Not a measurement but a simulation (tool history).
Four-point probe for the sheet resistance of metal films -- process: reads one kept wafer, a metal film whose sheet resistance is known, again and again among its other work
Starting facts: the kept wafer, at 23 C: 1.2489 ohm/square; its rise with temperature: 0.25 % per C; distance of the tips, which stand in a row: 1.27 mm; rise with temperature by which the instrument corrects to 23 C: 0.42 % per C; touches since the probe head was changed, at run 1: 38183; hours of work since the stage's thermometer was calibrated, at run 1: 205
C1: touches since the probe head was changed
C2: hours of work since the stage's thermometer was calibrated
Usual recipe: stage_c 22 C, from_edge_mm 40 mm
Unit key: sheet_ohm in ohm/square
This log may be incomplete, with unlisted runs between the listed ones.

Run 1, hour 0: usual settings; C1 38183; C2 205. Result: sheet_ohm 1.250975 ohm/square.
Run 2, hour 106.2: usual settings; C1 40658; C2 283. Result: sheet_ohm 1.251395 ohm/square.
Run 3, hour 204.1: usual settings; C1 42939; C2 356. Result: sheet_ohm 1.251671 ohm/square.
Run 4, hour 300: usual settings; C1 45174; C2 427. Result: sheet_ohm 1.251162 ohm/square.
Run 5, hour 377.2: usual settings; C1 46973; C2 484. Result: sheet_ohm 1.251482 ohm/square.
Run 6, hour 443.3: usual settings; C1 48512; C2 533. Result: sheet_ohm 1.251896 ohm/square.
Run 7, hour 540.9: usual settings but from_edge_mm 26 mm; C1 50786; C2 606. Result: sheet_ohm 1.252351 ohm/square.
Run 8, hour 642.9: usual settings; C1 53165; C2 681. Result: sheet_ohm 1.251789 ohm/square.
Run 9, hour 730.1: usual settings; C1 55196; C2 746. Result: sheet_ohm 1.251553 ohm/square.
Run 10, hour 784.1: usual settings; C1 56454; C2 786. Result: sheet_ohm 1.251919 ohm/square.
Run 11, hour 868.1: usual settings; C1 58411; C2 848. Result: sheet_ohm 1.251895 ohm/square.
Run 12, hour 918: usual settings; C1 59575; C2 885. Result: sheet_ohm 1.252217 ohm/square.
Run 13, hour 1020.8: usual settings; C1 61969; C2 961. Result: sheet_ohm 1.251896 ohm/square.
Run 14, hour 1104: usual settings; C1 63908; C2 1023. Result: sheet_ohm 1.25151 ohm/square.
Run 15, hour 1180.3: usual settings but stage_c 28 C, from_edge_mm 32 mm; C1 65687; C2 1080. Result: sheet_ohm 1.240113 ohm/square.
Run 16, hour 1254.4: usual settings but stage_c 29 C, from_edge_mm 47 mm; C1 67414; C2 1135. Result: sheet_ohm 1.237282 ohm/square.
Run 17, hour 1350.7: usual settings but stage_c 21 C, from_edge_mm 47 mm; C1 69656; C2 1206. Result: sheet_ohm 1.253587 ohm/square.
Run 18, hour 1436.9: usual settings but from_edge_mm 8 mm; C1 71665; C2 1270. Result: sheet_ohm 1.268039 ohm/square.
Run 19, hour 1493.7: usual settings but stage_c 30 C, from_edge_mm 6 mm; C1 72989; C2 1312. Result: sheet_ohm 1.264253 ohm/square.
Run 20, hour 1570: usual settings but stage_c 31 C, from_edge_mm 44 mm; C1 74766; C2 1369. Result: sheet_ohm 1.233436 ohm/square.
Run 21, hour 1646.5: usual settings but stage_c 26 C, from_edge_mm 3 mm; C1 76550; C2 1425. Result: sheet_ohm 1.351793 ohm/square.
Run 22, hour 1736.9: usual settings but stage_c 26 C, from_edge_mm 3 mm; C1 78657; C2 1492. Result: sheet_ohm 1.351393 ohm/square.
Run 23, hour 1790.5: usual settings but stage_c 27 C, from_edge_mm 37 mm; C1 79906; C2 1532. Result: sheet_ohm 1.242011 ohm/square.
At hour 1809.7: stage's thermometer calibrated.
Run 24, hour 1860.1: usual settings but stage_c 29 C, from_edge_mm 20 mm; C1 81516; C2 37. Result: sheet_ohm 1.239675 ohm/square.
Run 25, hour 1956.7: usual settings but stage_c 33 C, from_edge_mm 13 mm; C1 83767; C2 109. Result: sheet_ohm 1.235492 ohm/square.
Run 26, hour 2054.8: usual settings but stage_c 24 C, from_edge_mm 6 mm; C1 86053; C2 182. Result: sheet_ohm 1.276102 ohm/square.
Run 27, hour 2161.2: usual settings but from_edge_mm 12 mm; C1 88532; C2 261. Result: sheet_ohm 1.258817 ohm/square.

Across each entry between runs, compare the hidden state at the last listed run before it with the hidden state at the first listed run after it:
In the gap between runs 23 and 24: stage's thermometer calibrated (hour 1809.7)
  nothing in the hidden state changes from one run to the other

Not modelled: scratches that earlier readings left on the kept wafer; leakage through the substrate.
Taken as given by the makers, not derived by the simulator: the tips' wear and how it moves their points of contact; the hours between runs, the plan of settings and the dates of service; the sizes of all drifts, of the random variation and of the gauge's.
